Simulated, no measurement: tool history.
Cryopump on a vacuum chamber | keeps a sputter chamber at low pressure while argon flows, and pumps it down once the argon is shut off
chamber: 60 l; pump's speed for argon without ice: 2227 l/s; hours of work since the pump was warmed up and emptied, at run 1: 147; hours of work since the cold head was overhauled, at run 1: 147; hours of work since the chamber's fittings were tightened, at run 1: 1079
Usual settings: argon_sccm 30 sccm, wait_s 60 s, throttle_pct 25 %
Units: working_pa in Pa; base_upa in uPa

run	hour	argon_sccm	wait_s	throttle_pct	hours of work since the pump was warmed up and emptied	hours of work since the cold head was overhauled	hours of work since the chamber's fittings were tightened	working_pa	base_upa
1	0	30	60	25	147	147	1079	0.0936	1.6
2	9	30	60	25	152	152	1084	0.0936	1.6
3	18	30	60	25	157	157	1089	0.0927	1.59
4	27.4	30	60	25	162	162	1094	0.0941	1.64
5	35.1	30	60	25	166	166	1098	0.0937	1.62
6	42.4	30	60	25	170	170	1102	0.0942	1.61
7	56.6	30	60	25	178	178	1110	0.0942	1.62
8	72.9	30	60	25	187	187	1118	0.0937	1.63
9	83.7	30	60	25	192	192	1124	0.0931	1.64
10	94.9	30	60	25	199	199	1130	0.0946	1.62
11	102.5	30	27	25	203	203	1134	0.0935	2.54
12	111.8	30	27	25	208	208	1139	0.0938	2.63
13	124.5	21	30	25	214	214	1146	0.0665	2.46
14	140.3	15	246	16	223	223	1155	0.0726	1.11
15	156.4	15	246	16	232	232	1163	0.0726	1.12

Forecast run 16:
16	167.8	20	73	28	238	238	1170	?	?

Run 16 gave working_pa 0.0567 Pa, base_upa 1.55 uPa.
Without the tool's hidden state the same run would have given working_pa 0.0545 Pa, base_upa 0.74 uPa.
